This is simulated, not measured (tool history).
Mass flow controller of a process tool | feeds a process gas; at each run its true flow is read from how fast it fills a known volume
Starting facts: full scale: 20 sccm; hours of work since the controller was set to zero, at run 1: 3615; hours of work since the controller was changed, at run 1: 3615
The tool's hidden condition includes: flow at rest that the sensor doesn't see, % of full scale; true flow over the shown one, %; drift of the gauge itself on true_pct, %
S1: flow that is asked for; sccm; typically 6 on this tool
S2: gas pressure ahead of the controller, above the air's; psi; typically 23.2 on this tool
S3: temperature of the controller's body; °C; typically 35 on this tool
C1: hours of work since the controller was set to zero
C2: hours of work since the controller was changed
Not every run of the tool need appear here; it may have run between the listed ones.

Run 1, hour 0: usual settings; C1 3615; C2 3615. Result: true flow (%) 100.51.
Run 2, hour 72.3: usual settings; C1 3667; C2 3667. Result: true flow (%) 100.42.
Run 3, hour 234.4: usual settings; C1 3783; C2 3783. Result: true flow (%) 100.71.
Run 4, hour 313.9: usual settings; C1 3840; C2 3840. Result: true flow (%) 100.67.
Run 5, hour 403.6: usual settings; C1 3905; C2 3905. Result: true flow (%) 100.72.
Run 6, hour 487.2: usual settings; C1 3964; C2 3964. Result: true flow (%) 100.76.
Run 7, hour 573.2: usual settings; C1 4026; C2 4026. Result: true flow (%) 100.73.
Run 8, hour 725.3: usual settings; C1 4135; C2 4135. Result: true flow (%) 100.76.
Run 9, hour 866.5: usual settings; C1 4236; C2 4236. Result: true flow (%) 100.89.
Run 10, hour 1008.5: usual settings; C1 4338; C2 4338. Result: true flow (%) 100.97.
Run 11, hour 1076.8: usual settings; C1 4387; C2 4387. Result: true flow (%) 101.
Run 12, hour 1190: usual settings; C1 4468; C2 4468. Result: true flow (%) 100.96.
Run 13, hour 1272.9: usual settings; C1 4527; C2 4527. Result: true flow (%) 101.13.
Run 14, hour 1372.9: usual settings but S1 4 sccm; C1 4599; C2 4599. Result: true flow (%) 102.75.
Run 15, hour 1529.5: usual settings but S3 26 °C; C1 4711; C2 4711. Result: true flow (%) 100.81.
Run 16, hour 1688.7: usual settings but S1 4 sccm, S3 26 °C; C1 4825; C2 4825. Result: true flow (%) 102.48.
Run 17, hour 1791.4: usual settings; C1 4898; C2 4898. Result: true flow (%) 101.41.
Run 18, hour 1908.6: usual settings; C1 4982; C2 4982. Result: true flow (%) 101.37.
Run 19, hour 2036: usual settings; C1 5073; C2 5073. Result: true flow (%) 101.46.
Run 20, hour 2192.5: usual settings but S1 18 sccm, S2 24.8 psi, S3 23 °C; C1 5186; C2 5186. Result: true flow (%) 100.09.
Run 21, hour 2349.3: usual settings but S1 18 sccm, S2 24.8 psi, S3 23 °C; C1 5298; C2 5298. Result: true flow (%) 100.14.
Run 22, hour 2433.2: usual settings but S1 18 sccm, S2 24.8 psi, S3 39 °C; C1 5358; C2 5358. Result: true flow (%) 100.8.
Run 23, hour 2501: usual settings but S1 18 sccm, S2 24.7 psi, S3 25 °C; C1 5406; C2 5406. Result: true flow (%) 100.14.
Run 24, hour 2594.1: usual settings but S2 28.1 psi; C1 5473; C2 5473. Result: true flow (%) 101.64.
Run 25, hour 2759.9: usual settings but S1 11 sccm, S2 36 psi; C1 5592; C2 5592. Result: true flow (%) 100.43.
At hour 2770.4: controller's zero set anew.
Run 26, hour 2906.9: usual settings but S1 7 sccm, S3 38 °C; C1 98; C2 5697. Result: true flow (%) 97.75.
Run 27, hour 3044.5: usual settings but S1 7 sccm, S3 38 °C; C1 196; C2 5795. Result: true flow (%) 97.91.
Run 28, hour 3189.5: usual settings but S1 7 sccm, S2 29.9 psi, S3 30 °C; C1 300; C2 5899. Result: true flow (%) 97.42.
Run 29, hour 3324.5: usual settings but S1 10 sccm, S2 33.5 psi, S3 30 °C; C1 397; C2 5996. Result: true flow (%) 97.81.
Run 30, hour 3467.6: usual settings but S1 18 sccm, S2 32.6 psi, S3 31 °C; C1 499; C2 6098. Result: true flow (%) 99.09.
Run 31, hour 3544.1: usual settings but S1 5 sccm, S2 38.4 psi, S3 24 °C; C1 554; C2 6153. Result: true flow (%) 97.12.
Run 32, hour 3617.5: usual settings but S1 5 sccm, S2 38.4 psi, S3 24 °C; C1 607; C2 6206. Result: true flow (%) 97.09.
Run 33, hour 3739: usual settings but S1 7 sccm, S2 29.7 psi, S3 21 °C; C1 694; C2 6293. Result: true flow (%) 97.26.
Run 34, hour 3872.8: usual settings but S1 7 sccm, S2 29.7 psi, S3 21 °C; C1 789; C2 6388. Result: true flow (%) 97.22.

Forecast each of these 4 alternatives for the next run:
Run A, hour 4011.8: usual settings but S1 7 sccm, S2 21.5 psi, S3 37 °C; C1 889; C2 6488. Result: true flow (%) ?.
Run B, hour 4011.8: usual settings but S1 4 sccm, S2 31.9 psi, S3 22 °C; C1 889; C2 6488. Result: true flow (%) ?.
Run C, hour 4011.8: usual settings but S2 35.8 psi, S3 29 °C; C1 889; C2 6488. Result: true flow (%) ?.
Run D, hour 4011.8: usual settings but S1 7 sccm, S2 29.7 psi; C1 889; C2 6488. Result: true flow (%) ?.

run  true flow (%)
  A          98.23
  B          97.45
  C          97.62
  D          97.91
Stripped of hidden state, with their random variation kept, the same runs would have yielded:
run  true flow (%)
  A          98.68
  B          97.41
  C          97.95
  D          98.36
